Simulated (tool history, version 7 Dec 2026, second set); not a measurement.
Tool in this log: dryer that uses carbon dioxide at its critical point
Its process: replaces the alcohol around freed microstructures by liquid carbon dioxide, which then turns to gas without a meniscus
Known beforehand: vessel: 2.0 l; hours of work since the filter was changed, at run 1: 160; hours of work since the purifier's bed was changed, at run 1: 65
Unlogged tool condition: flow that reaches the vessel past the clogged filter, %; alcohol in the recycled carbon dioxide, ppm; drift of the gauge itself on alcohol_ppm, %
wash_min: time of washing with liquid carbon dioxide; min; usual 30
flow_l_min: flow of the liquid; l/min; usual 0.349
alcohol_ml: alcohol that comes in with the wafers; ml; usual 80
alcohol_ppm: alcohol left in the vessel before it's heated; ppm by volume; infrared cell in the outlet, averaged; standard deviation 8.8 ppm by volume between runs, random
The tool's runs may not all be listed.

run	hour	wash_min	flow_l_min	alcohol_ml	hours of work since the filter was changed	hours of work since the purifier's bed was changed	alcohol_ppm
1	0.0	30	0.349	80	160	65	735
2	4.9	25	0.349	80	163	67	1369
3	9.7	25	0.349	80	165	69	1430
4	19.2	30	0.478	80	169	73	206
5	27.9	30	0.478	80	173	77	210
6	38.6	30	0.478	80	177	82	210
7	48.8	30	0.478	80	182	86	220
8	57.2	46	0.222	53	186	90	536
9	64.7	46	0.222	53	189	93	532
10	70.6	44	0.272	53	191	96	311
# hour 74.9: inlet filter changed
11	81.6	44	0.272	57	3	100	225
12	88.5	22	0.494	25	6	103	183

Predict each of these 3 candidate next runs independently; none follows another, all start after run 12:
A	98.4	22	0.494	92	10	108	?
B	98.4	23	0.218	103	10	108	?
C	98.4	22	0.560	109	10	108	?

run	alcohol_ppm
A	582
B	6175
C	404
The same runs, with their run-to-run variation unchanged, on a tool lacking any hidden condition would have given:
run	alcohol_ppm
A	515
B	5992
C	344
